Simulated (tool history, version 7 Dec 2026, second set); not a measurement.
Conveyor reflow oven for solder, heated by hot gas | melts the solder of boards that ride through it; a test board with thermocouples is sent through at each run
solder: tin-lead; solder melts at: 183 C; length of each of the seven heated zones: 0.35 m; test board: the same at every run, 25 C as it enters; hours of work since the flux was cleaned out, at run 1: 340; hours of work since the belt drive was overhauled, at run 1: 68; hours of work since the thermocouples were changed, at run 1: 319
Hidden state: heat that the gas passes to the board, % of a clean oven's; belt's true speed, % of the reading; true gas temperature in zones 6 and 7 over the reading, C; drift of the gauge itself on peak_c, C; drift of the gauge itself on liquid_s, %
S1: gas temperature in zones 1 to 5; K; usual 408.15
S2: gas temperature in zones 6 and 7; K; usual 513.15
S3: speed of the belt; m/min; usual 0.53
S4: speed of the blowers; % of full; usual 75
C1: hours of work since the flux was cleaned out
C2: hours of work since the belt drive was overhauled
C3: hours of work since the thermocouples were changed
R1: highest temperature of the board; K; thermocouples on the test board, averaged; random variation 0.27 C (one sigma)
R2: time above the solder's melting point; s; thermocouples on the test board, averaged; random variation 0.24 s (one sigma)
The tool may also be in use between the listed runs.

{"run": 1, "day": 0.0, "S1": 408.15, "S2": 513.15, "S3": 0.53, "S4": 75, "C1": 340, "C2": 68, "C3": 319, "R1": 489.75, "R2": 56.8}
{"run": 2, "day": 0.717, "S1": 408.15, "S2": 513.15, "S3": 0.53, "S4": 89, "C1": 351, "C2": 79, "C3": 330, "R1": 492.55, "R2": 59.7}
{"run": 3, "day": 1.712, "S1": 408.15, "S2": 513.15, "S3": 0.53, "S4": 75, "C1": 366, "C2": 95, "C3": 345, "R1": 489.75, "R2": 56.9}
{"run": 4, "day": 2.354, "S1": 408.15, "S2": 513.15, "S3": 0.53, "S4": 75, "C1": 376, "C2": 104, "C3": 355, "R1": 489.75, "R2": 56.8}
{"run": 5, "day": 3.112, "S1": 408.15, "S2": 513.15, "S3": 0.53, "S4": 75, "C1": 387, "C2": 116, "C3": 366, "R1": 489.45, "R2": 56.7}
{"run": 6, "day": 3.983, "S1": 408.15, "S2": 513.15, "S3": 0.53, "S4": 75, "C1": 400, "C2": 129, "C3": 380, "R1": 489.55, "R2": 56.7}
{"run": 7, "day": 4.679, "S1": 408.15, "S2": 513.15, "S3": 0.53, "S4": 75, "C1": 411, "C2": 140, "C3": 390, "R1": 489.85, "R2": 56.3}
{"run": 8, "day": 5.579, "S1": 420.15, "S2": 519.15, "S3": 0.476, "S4": 68, "C1": 425, "C2": 154, "C3": 404, "R1": 498.85, "R2": 76.7}
{"day": 5.846, "done": "flux residue cleaned out of gas plates and filters"}
{"run": 9, "day": 6.45, "S1": 408.15, "S2": 526.15, "S3": 0.53, "S4": 75, "C1": 9, "C2": 164, "C3": 414, "R1": 498.55, "R2": 64.1}
{"run": 10, "day": 6.95, "S1": 413.15, "S2": 503.15, "S3": 0.424, "S4": 68, "C1": 17, "C2": 171, "C3": 422, "R1": 486.45, "R2": 72.5}
{"run": 11, "day": 7.808, "S1": 413.15, "S2": 517.15, "S3": 0.509, "S4": 59, "C1": 30, "C2": 184, "C3": 435, "R1": 490.05, "R2": 61.4}
{"run": 12, "day": 8.558, "S1": 408.15, "S2": 527.15, "S3": 0.484, "S4": 75, "C1": 41, "C2": 196, "C3": 446, "R1": 503.45, "R2": 73.9}
{"run": 13, "day": 9.312, "S1": 408.15, "S2": 527.15, "S3": 0.484, "S4": 75, "C1": 53, "C2": 207, "C3": 458, "R1": 503.55, "R2": 73.7}
{"run": 14, "day": 9.725, "S1": 408.15, "S2": 524.15, "S3": 0.53, "S4": 75, "C1": 59, "C2": 214, "C3": 464, "R1": 497.15, "R2": 62}

Hidden state or all else? Some run-to-run changes of R1, split into what the settings, what came in and random variation would give without the hidden state, and what is left for the hidden state (with any gauge scatter that isn't in both results):
Run 8 -> 9: S1 420.15 -> 408.15, S2 519.15 -> 526.15, S3 0.476 -> 0.53, S4 68 -> 75, flux residue cleaned out of gas plates and filters. R1 -0.3 K: hidden state -2, all else +1.7.
Run 11 -> 12: S1 413.15 -> 408.15, S2 517.15 -> 527.15, S3 0.509 -> 0.484, S4 59 -> 75. R1 +13.4 K: hidden state -0.6, all else +14.

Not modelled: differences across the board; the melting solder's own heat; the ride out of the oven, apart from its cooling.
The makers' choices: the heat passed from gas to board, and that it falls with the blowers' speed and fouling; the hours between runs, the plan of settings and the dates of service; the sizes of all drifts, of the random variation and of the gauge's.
